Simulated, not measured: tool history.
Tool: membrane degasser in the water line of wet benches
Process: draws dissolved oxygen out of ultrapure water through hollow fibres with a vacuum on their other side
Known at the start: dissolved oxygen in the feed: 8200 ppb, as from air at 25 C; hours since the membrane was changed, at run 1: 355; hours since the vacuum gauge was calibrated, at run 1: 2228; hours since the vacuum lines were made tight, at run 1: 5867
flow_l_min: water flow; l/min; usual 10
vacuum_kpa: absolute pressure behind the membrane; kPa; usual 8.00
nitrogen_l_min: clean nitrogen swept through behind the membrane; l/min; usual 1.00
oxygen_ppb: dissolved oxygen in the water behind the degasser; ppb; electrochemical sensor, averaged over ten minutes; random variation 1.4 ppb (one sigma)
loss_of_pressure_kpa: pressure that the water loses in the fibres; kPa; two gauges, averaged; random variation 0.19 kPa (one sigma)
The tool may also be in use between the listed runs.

| run | day | flow_l_min | vacuum_kpa | nitrogen_l_min | hours since the membrane was changed | hours since the vacuum gauge was calibrated | hours since the vacuum lines were made tight | oxygen_ppb | loss_of_pressure_kpa |
|---|---|---|---|---|---|---|---|---|---|
| 1 | 0.000 | 10 | 8.00 | 1.00 | 355 | 2228 | 5867 | 138.9 | 36.99 |
| 2 | 1.288 | 10 | 18.62 | 1.00 | 385 | 2259 | 5898 | 386.9 | 37.37 |
| 3 | 3.196 | 10 | 18.62 | 1.00 | 431 | 2305 | 5944 | 375.5 | 37.44 |
| 4 | 4.858 | 10 | 18.62 | 1.00 | 471 | 2345 | 5984 | 379.9 | 37.15 |
| 5 | 6.746 | 10 | 18.62 | 1.00 | 516 | 2390 | 6029 | 378.0 | 37.32 |
| 6 | 8.508 | 10 | 8.00 | 1.00 | 559 | 2432 | 6072 | 140.2 | 37.30 |
| 7 | 9.792 | 10 | 8.00 | 1.00 | 590 | 2463 | 6102 | 139.1 | 37.81 |
| 8 | 11.429 | 10 | 8.00 | 1.00 | 629 | 2502 | 6142 | 139.1 | 37.42 |
| 9 | 12.583 | 10 | 8.00 | 1.00 | 657 | 2530 | 6169 | 136.9 | 37.24 |
| 10 | 14.383 | 10 | 8.00 | 0.93 | 700 | 2573 | 6213 | 143.9 | 37.24 |
| 11 | 15.979 | 10 | 8.00 | 0.93 | 738 | 2611 | 6251 | 144.3 | 37.65 |
| 12 | 16.888 | 10 | 8.00 | 0.93 | 760 | 2633 | 6273 | 148.1 | 37.42 |
| 13 | 18.617 | 10 | 8.00 | 1.00 | 801 | 2675 | 6314 | 136.8 | 37.28 |
| 14 | 19.625 | 10 | 6.88 | 1.00 | 826 | 2699 | 6338 | 111.8 | 37.68 |
| 15 | 20.612 | 10 | 6.88 | 1.00 | 849 | 2723 | 6362 | 111.9 | 37.17 |
| 16 | 21.688 | 12 | 8.00 | 1.00 | 875 | 2748 | 6388 | 169.2 | 44.68 |
| 17 | 23.133 | 11 | 7.14 | 0.42 | 910 | 2783 | 6423 | 246.7 | 41.26 |
| 18 | 24.083 | 10 | 7.39 | 0.52 | 933 | 2806 | 6445 | 205.2 | 37.45 |
| 19 | 25.317 | 9 | 7.09 | 1.63 | 962 | 2836 | 6475 | 72.0 | 33.61 |
| 20 | 26.246 | 7 | 7.84 | 0.97 | 985 | 2858 | 6497 | 94.5 | 26.19 |
| 21 | 27.758 | 7 | 16.12 | 0.80 | 1021 | 2894 | 6534 | 278.6 | 26.19 |
| 22 | 28.617 | 10 | 13.37 | 0.68 | 1041 | 2915 | 6554 | 355.5 | 37.21 |
| 23 | 30.092 | 10 | 12.15 | 0.48 | 1077 | 2950 | 6590 | 409.9 | 37.68 |
| 24 | 31.288 | 10 | 6.08 | 0.48 | 1105 | 2979 | 6618 | 158.2 | 37.72 |
| 25 | 32.533 | 6 | 14.12 | 0.92 | 1135 | 3009 | 6648 | 182.3 | 22.53 |
| 26 | 34.183 | 6 | 14.12 | 0.92 | 1175 | 3048 | 6688 | 178.9 | 22.51 |
| 27 | 36.146 | 16 | 6.41 | 0.67 | 1222 | 3095 | 6735 | 228.4 | 59.94 |
| 28 | 37.233 | 16 | 6.41 | 0.67 | 1248 | 3122 | 6761 | 226.9 | 59.93 |
| 29 | 38.958 | 10 | 8.00 | 1.00 | 1290 | 3163 | 6802 | 139.3 | 37.26 |
| 30 | 40.508 | 10 | 8.00 | 0.76 | 1327 | 3200 | 6840 | 171.0 | 37.52 |
| 31 | 42.217 | 10 | 10.04 | 0.51 | 1368 | 3241 | 6881 | 315.3 | 37.91 |
| 32 | 43.417 | 15 | 14.28 | 0.44 | 1397 | 3270 | 6909 | 776.5 | 56.32 |

Measured less the same run without the tool's hidden state. The same run-to-run variation is in both; the gauge's scatter may not be:
The hidden state here: membrane still open, %; true pressure behind the membrane over the reading, kPa; air that leaks in behind the membrane, l/min; drift of the gauge itself on oxygen_ppb, %; drift of the gauge itself on loss_of_pressure_kpa, %.
| run | oxygen_ppb | loss_of_pressure_kpa |
|---|---|---|
| 1 | +1.9 | +0.07 |
| 2 | +4.6 | +0.08 |
| 3 | +4.5 | +0.08 |
| 4 | +4.7 | +0.09 |
| 5 | +4.7 | +0.10 |
| 6 | +2.2 | +0.11 |
| 7 | +2.2 | +0.12 |
| 8 | +2.3 | +0.12 |
| 9 | +2.3 | +0.13 |
| 10 | +2.4 | +0.15 |
| 11 | +2.5 | +0.15 |
| 12 | +2.5 | +0.15 |
| 13 | +2.4 | +0.16 |
| 14 | +2.2 | +0.16 |
| 15 | +2.2 | +0.17 |
| 16 | +2.8 | +0.21 |
| 17 | +3.3 | +0.20 |
| 18 | +3.2 | +0.18 |
| 19 | +1.8 | +0.18 |
| 20 | +2.3 | +0.14 |
| 21 | +5.5 | +0.14 |
| 22 | +4.9 | +0.21 |
| 23 | +4.9 | +0.22 |
| 24 | +3.1 | +0.23 |
| 25 | +4.6 | +0.14 |
| 26 | +4.6 | +0.15 |
| 27 | +4.1 | +0.39 |
| 28 | +4.2 | +0.41 |
| 29 | +3.1 | +0.26 |
| 30 | +3.5 | +0.27 |
| 31 | +4.8 | +0.28 |
| 32 | +5.6 | +0.42 |
